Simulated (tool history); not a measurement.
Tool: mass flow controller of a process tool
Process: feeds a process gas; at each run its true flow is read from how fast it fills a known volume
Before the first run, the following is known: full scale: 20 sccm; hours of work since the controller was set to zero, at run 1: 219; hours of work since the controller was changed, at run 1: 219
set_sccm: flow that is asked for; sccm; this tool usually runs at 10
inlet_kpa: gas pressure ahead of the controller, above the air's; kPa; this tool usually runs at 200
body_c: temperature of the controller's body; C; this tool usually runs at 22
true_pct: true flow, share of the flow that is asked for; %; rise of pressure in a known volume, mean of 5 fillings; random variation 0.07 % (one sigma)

run,hour,set_sccm,inlet_kpa,body_c,hours of work since the controller was set to zero,hours of work since the controller was changed,true_pct
1,0,10,200,22,219,219,99.04
2,175.1,10,200,22,276,276,99.11
3,368.9,10,200,22,340,340,99.28
4,482.6,10,200,26,378,378,98.89
5,692,10,200,26,447,447,98.93
6,872.7,10,200,26,506,506,98.96
7,1048.8,10,200,26,565,565,98.95
8,1188.8,10,200,29,611,611,98.81
9,1344.6,9,200,22,662,662,99.27

Run 10 is up next; what results do you expect?
10,1435.9,9,200,22,692,692,?

true_pct: 99.39 %
With the hidden condition absent and the run-to-run variation left alone, this run would have shown true_pct 98.68 %.

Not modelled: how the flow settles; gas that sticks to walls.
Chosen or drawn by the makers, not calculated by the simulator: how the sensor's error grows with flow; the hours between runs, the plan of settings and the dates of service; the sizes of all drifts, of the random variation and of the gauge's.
